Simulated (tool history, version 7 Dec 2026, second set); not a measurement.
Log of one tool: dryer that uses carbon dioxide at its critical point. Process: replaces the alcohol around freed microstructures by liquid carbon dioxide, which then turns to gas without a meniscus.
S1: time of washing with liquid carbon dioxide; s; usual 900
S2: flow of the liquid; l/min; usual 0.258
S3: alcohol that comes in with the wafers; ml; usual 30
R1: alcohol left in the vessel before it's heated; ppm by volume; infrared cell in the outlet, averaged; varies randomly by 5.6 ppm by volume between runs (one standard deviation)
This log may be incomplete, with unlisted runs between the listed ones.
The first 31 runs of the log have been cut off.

run	hour	S1	S2	S3	R1
32	1615.7	1260	0.34	40	84
33	1657.2	660	0.248	91	3351
34	1717.9	600	0.248	91	4975
35	1777.7	900	0.174	30	1444
36	1828.5	1020	0.258	41	238
37	1888	1020	0.258	41	257
38	1926.3	1020	0.258	41	257
# hour 1939.4: inlet filter changed
39	1966.4	1080	0.258	41	189
40	2011.2	600	0.4	103	592
41	2048.4	900	0.274	26	220
# hour 2109: purifier's bed changed
42	2118.4	900	0.274	26	113
43	2152	900	0.177	113	4282
44	2186.6	900	0.258	61	388
45	2233.5	840	0.308	30	109

Forecast each of these 3 alternatives for the next run:
A	2299.3	840	0.298	65	?
B	2299.3	780	0.185	56	?
C	2299.3	1020	0.211	30	?

run	R1
A	288
B	3230
C	324
What these runs would have given with no unlogged condition in the tool:
run	R1
A	228
B	2887
C	264

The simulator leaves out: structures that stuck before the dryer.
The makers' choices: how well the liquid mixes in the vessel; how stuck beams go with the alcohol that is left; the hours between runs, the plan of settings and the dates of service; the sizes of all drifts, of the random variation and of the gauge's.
